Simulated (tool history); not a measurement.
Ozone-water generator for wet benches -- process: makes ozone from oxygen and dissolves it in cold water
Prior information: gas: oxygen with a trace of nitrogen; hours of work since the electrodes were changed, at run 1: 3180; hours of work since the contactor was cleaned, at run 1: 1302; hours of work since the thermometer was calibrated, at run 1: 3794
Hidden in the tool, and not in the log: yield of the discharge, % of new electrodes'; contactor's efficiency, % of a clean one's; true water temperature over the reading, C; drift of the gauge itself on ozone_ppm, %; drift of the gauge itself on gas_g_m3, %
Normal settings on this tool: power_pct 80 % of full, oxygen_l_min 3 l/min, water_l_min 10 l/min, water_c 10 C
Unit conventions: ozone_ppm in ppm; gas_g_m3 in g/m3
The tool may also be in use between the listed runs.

run,hour,power_pct,oxygen_l_min,water_l_min,water_c,hours of work since the electrodes were changed,hours of work since the contactor was cleaned,hours of work since the thermometer was calibrated,ozone_ppm,gas_g_m3
1,0,80,3,10,10,3180,1302,3794,29.3,214.9
2,204.4,57,3,10,10,3328,1451,3943,22.4,162.8
3,372.8,80,3,10,10,3451,1573,4065,29.2,211
4,575.1,80,3,10,10,3598,1720,4212,28.5,207.9
5,676.4,80,3,10,10,3671,1794,4286,27.9,207.8
6,840.8,80,2.22,10,10,3791,1913,4405,26.2,232.6
7,1043.8,80,2.22,10,10,3938,2060,4552,26.4,229.2
8,1183.9,80,2.22,10,10,4040,2162,4654,25.9,229.3
9,1375.7,80,2.22,10,10,4179,2302,4794,25.7,225.4
10,1473.1,80,2.22,10,10,4250,2372,4864,25.7,228
11,1582.3,80,2.22,10,10,4329,2452,4944,25.5,224.9
12,1735.8,80,2.22,10,10,4441,2563,5055,25.1,222.4
13,1932.4,80,2.22,10,10,4584,2706,5198,24.9,219.2
# hour 1989.8: water thermometer calibrated
14,2140.5,80,3,10,10,4735,2857,110,26.7,192.9
15,2326.3,70,3,10,10,4870,2992,244,23.6,172.9
16,2489,70,3,11,10,4988,3110,363,21.7,173.1
17,2654,70,3,11,10,5108,3230,483,21.5,172.1
18,2863.9,70,3,11,10,5260,3382,635,21.1,170.5
19,2964.6,70,3,11,10,5333,3456,708,21.3,168.1
20,3167.7,59,4.32,11,10,5481,3603,856,19.7,131
21,3329,58,2.37,10,10,5598,3720,973,18.9,160.9
22,3458.8,58,2.58,10,15,5692,3815,1067,17.9,155.1
# hour 3518.1: contactor cleaned
23,3632.2,58,2.58,10,15,5816,83,1190,18.3,154.6
# hour 3757.7: electrodes of the discharge changed
24,3769.3,83,2.38,8,6,8,178,1286,47.3,301
25,3967.7,83,2.38,8,6,153,322,1430,46,299.4
26,4122.7,83,2.38,8,6,265,435,1542,46,298
27,4322.7,83,2.38,8,6,410,580,1688,45.5,294.7
28,4488.1,83,2.38,8,6,531,700,1808,44.7,291
29,4632.9,44,2.4,12,10,636,806,1913,16.3,161.3
30,4743.1,54,2.4,12,12,716,886,1993,19.5,195.5
31,4849.8,54,2.4,12,12,793,963,2071,19.2,193.9
32,5044,54,2.4,12,12,934,1104,2212,19,193.6

The same runs without the tool's hidden state, with the same run-to-run variation:
run,ozone_ppm,gas_g_m3
1,36.7,262.9
2,26.8,190.3
3,37.2,262.4
4,36.7,261
5,36.3,262
6,34.2,295.5
7,34.9,294.1
8,34.5,295.9
9,34.5,293.8
10,34.8,298.2
11,34.8,296
12,34.5,294.8
13,34.6,293.2
14,37.1,261
15,32.3,228.7
16,30,230.2
17,29.9,231.1
18,29.8,231.1
19,30.2,229.3
20,27.1,172.3
21,26.1,212.4
22,24.8,205.7
23,24.6,206.5
24,47,297.7
25,46.2,298.6
26,46.5,299
27,46.5,298
28,46,296.2
29,16.7,163.2
30,20.2,199.2
31,20,198.1
32,19.9,198.9
